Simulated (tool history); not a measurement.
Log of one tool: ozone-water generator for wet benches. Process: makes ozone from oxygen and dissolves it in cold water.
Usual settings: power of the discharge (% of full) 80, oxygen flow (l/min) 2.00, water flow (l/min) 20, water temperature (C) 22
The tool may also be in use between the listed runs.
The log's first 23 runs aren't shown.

run   hour  power of the discharge (% of full)  oxygen flow (l/min)  water flow (l/min)  water temperature (C)  dissolved ozone (ppm)  ozone in the gas ahead of the water (g/m3)
 24  464.2                                  97                 1.21                  13                     17                   15.2                                       232.3
 25  487.0                                  72                 2.00                  24                     22                    7.8                                       153.6
 26  516.7                                  55                 2.00                  20                     22                    8.0                                       130.1
 27  540.7                                  55                 2.00                  20                     22                    8.2                                       130.3
 28  566.4                                  55                 2.46                  20                     18                    8.7                                       117.9
 29  590.0                                  51                 2.00                  20                     22                    7.6                                       121.0
 30  613.7                                  59                 2.68                  13                     22                   12.7                                       117.9
 31  635.4                                  59                 2.68                  13                     22                   12.7                                       117.4
 32  650.5                                  59                 2.16                  26                     22                    6.6                                       130.4
 33  674.0                                  67                 1.97                  24                     22                    7.4                                       146.7

Forecast each of these 3 alternatives for the next run:
  A  699.3                                  69                 2.00                  28                     20                      ?                                           ?
  B  699.3                                  67                 1.97                  14                     22                      ?                                           ?
  C  699.3                                  67                 2.81                  24                     22                      ?                                           ?

run  dissolved ozone (ppm)  ozone in the gas ahead of the water (g/m3)
  A                    6.7                                       149.8
  B                   12.1                                       145.9
  C                    8.4                                       126.7
Without the tool's hidden state the same runs would have given:
run  dissolved ozone (ppm)  ozone in the gas ahead of the water (g/m3)
  A                    7.2                                       155.9
  B                   12.9                                       151.7
  C                    9.0                                       131.7

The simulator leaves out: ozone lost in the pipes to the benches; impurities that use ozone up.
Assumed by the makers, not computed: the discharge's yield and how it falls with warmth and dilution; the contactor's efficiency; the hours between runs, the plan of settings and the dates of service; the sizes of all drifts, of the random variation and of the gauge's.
